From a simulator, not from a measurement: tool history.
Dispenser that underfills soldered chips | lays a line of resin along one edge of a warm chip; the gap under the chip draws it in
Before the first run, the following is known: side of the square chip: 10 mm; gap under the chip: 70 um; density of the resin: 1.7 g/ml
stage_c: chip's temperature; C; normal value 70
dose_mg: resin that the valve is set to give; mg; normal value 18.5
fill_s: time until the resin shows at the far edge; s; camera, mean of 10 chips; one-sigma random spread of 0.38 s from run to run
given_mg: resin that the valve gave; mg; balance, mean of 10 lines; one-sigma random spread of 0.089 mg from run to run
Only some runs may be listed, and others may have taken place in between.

{"run": 1, "hour": 0.0, "stage_c": 70, "dose_mg": 18.5, "fill_s": 28.4, "given_mg": 18.06}
{"run": 2, "hour": 4.4, "stage_c": 70, "dose_mg": 18.5, "fill_s": 34.2, "given_mg": 18.02}
{"hour": 5.7, "done": "new syringe of resin"}
{"run": 3, "hour": 7.3, "stage_c": 70, "dose_mg": 18.5, "fill_s": 24.1, "given_mg": 17.98}
{"run": 4, "hour": 10.3, "stage_c": 70, "dose_mg": 18.5, "fill_s": 27.8, "given_mg": 17.8}
{"run": 5, "hour": 15.1, "stage_c": 70, "dose_mg": 16.5, "fill_s": 33.8, "given_mg": 15.9}
{"hour": 15.9, "done": "new syringe of resin"}
{"run": 6, "hour": 21.0, "stage_c": 70, "dose_mg": 16.5, "fill_s": 29.9, "given_mg": 15.96}
{"hour": 26.0, "done": "new syringe of resin"}
{"run": 7, "hour": 26.8, "stage_c": 70, "dose_mg": 18.5, "fill_s": 24.1, "given_mg": 17.94}
{"run": 8, "hour": 31.2, "stage_c": 70, "dose_mg": 18.5, "fill_s": 28.7, "given_mg": 17.82}
{"run": 9, "hour": 35.4, "stage_c": 70, "dose_mg": 18.6, "fill_s": 34.5, "given_mg": 17.74}
{"hour": 36.1, "done": "new syringe of resin"}
{"run": 10, "hour": 40.6, "stage_c": 70, "dose_mg": 18.6, "fill_s": 29.2, "given_mg": 17.97}
{"hour": 45.9, "done": "new syringe of resin"}
{"run": 11, "hour": 46.1, "stage_c": 70, "dose_mg": 18.6, "fill_s": 23.7, "given_mg": 17.74}
{"run": 12, "hour": 50.3, "stage_c": 68, "dose_mg": 18.5, "fill_s": 31.2, "given_mg": 17.58}
{"run": 13, "hour": 53.7, "stage_c": 68, "dose_mg": 18.5, "fill_s": 35.8, "given_mg": 17.42}
{"hour": 56.2, "done": "new syringe of resin"}
{"run": 14, "hour": 58.5, "stage_c": 68, "dose_mg": 18.5, "fill_s": 27.6, "given_mg": 17.57}
{"run": 15, "hour": 63.5, "stage_c": 70, "dose_mg": 21.6, "fill_s": 30.1, "given_mg": 20.58}
{"hour": 66.3, "done": "new syringe of resin"}
{"run": 16, "hour": 68.1, "stage_c": 70, "dose_mg": 18.2, "fill_s": 25.6, "given_mg": 17.2}
{"run": 17, "hour": 73.1, "stage_c": 66, "dose_mg": 18.5, "fill_s": 37.4, "given_mg": 17.41}
{"hour": 76.3, "done": "new syringe of resin"}
{"run": 18, "hour": 79.0, "stage_c": 66, "dose_mg": 18.5, "fill_s": 31.7, "given_mg": 17.32}

Estimate the outcome of run 19 from the log above:
{"run": 19, "hour": 84.8, "stage_c": 65, "dose_mg": 16.5, "fill_s": "?", "given_mg": "?"}

fill_s: 43.2 s
given_mg: 15.43 mg
With no hidden state in the tool, this same run would have given fill_s 31.1 s, given_mg 16.47 mg.

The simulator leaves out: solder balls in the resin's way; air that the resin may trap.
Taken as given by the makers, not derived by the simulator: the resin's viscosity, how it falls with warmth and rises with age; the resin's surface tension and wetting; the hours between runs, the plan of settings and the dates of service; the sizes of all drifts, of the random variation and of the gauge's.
